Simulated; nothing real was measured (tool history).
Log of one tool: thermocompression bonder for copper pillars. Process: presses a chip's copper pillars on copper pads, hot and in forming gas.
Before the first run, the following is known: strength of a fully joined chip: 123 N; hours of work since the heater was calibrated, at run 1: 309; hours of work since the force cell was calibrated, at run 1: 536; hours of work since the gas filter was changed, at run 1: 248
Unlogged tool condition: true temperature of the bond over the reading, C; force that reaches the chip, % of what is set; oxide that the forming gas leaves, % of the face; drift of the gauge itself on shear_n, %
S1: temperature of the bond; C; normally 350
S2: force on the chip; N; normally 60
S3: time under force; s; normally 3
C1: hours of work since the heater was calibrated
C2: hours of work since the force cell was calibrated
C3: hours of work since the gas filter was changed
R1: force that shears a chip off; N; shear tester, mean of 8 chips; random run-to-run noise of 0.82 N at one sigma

run	hour	S1	S2	S3	C1	C2	C3	R1
1	0.0	350	60	3	309	536	248	60.5
2	24.2	350	60	3	326	553	265	60.2
3	54.3	350	60	3	348	575	286	58.6
4	81.1	350	60	8	367	594	305	78.6
5	98.2	350	60	8	379	606	317	78.1
6	120.5	350	60	4	395	621	333	63.9
7	139.5	350	49	3	408	635	346	53.2
8	163.4	350	49	3	425	652	363	52.4
# hour 165.9: forming gas filter changed
9	183.9	350	49	3	439	666	13	57.3
10	213.2	350	60	3	460	687	34	63.1
11	232.8	350	60	3	474	701	47	59.9
12	266.2	350	60	3	497	724	71	60.9
13	292.6	350	60	3	516	743	90	61.8
14	320.6	350	60	3	536	763	110	61.3
15	355.0	350	53	3	560	787	134	57.5
16	386.7	350	53	3	583	810	156	56.0
17	412.3	350	53	3	601	828	175	56.5
18	436.3	350	53	3	618	845	192	55.1
19	461.2	350	48	2	636	862	209	44.8
20	489.4	331	67	8	656	882	229	70.2
21	519.4	348	67	8	677	904	250	79.4
22	546.2	348	67	8	696	923	269	79.8
23	560.4	326	64	3	706	933	279	43.7
24	584.6	326	64	3	723	950	297	45.3
25	602.7	324	81	3	736	963	309	48.4
26	636.9	324	81	3	760	987	334	48.6
27	651.5	345	48	2	770	997	344	40.4
28	669.0	345	48	2	783	1010	356	41.1
# hour 681.8: forming gas filter changed
29	699.1	345	48	2	804	1031	12	45.3
30	716.1	350	64	2	816	1043	24	53.7
31	739.9	350	64	2	833	1060	41	54.4
32	757.5	338	61	2	845	1072	54	46.6
33	785.9	338	61	4	865	1092	74	59.2
34	809.4	376	49	4	882	1109	90	75.0

Take each entry between the runs: how does the hidden state at the last listed run before it differ from the hidden state at the first listed run after it?
From run 8 to run 9: forming gas filter changed (hour 165.9)
  oxide that the forming gas leaves, % of the face: 8.6 -> 0.92
  measured result minus the result with no hidden state, R1: -6.7 -> -2.4 N
From run 28 to run 29: forming gas filter changed (hour 681.8)
  force that reaches the chip, % of what is set: 95.6 -> 95.5; oxide that the forming gas leaves, % of the face: 9.27 -> 0.95
  measured result minus the result with no hidden state, R1: -6.8 -> -3.1 N
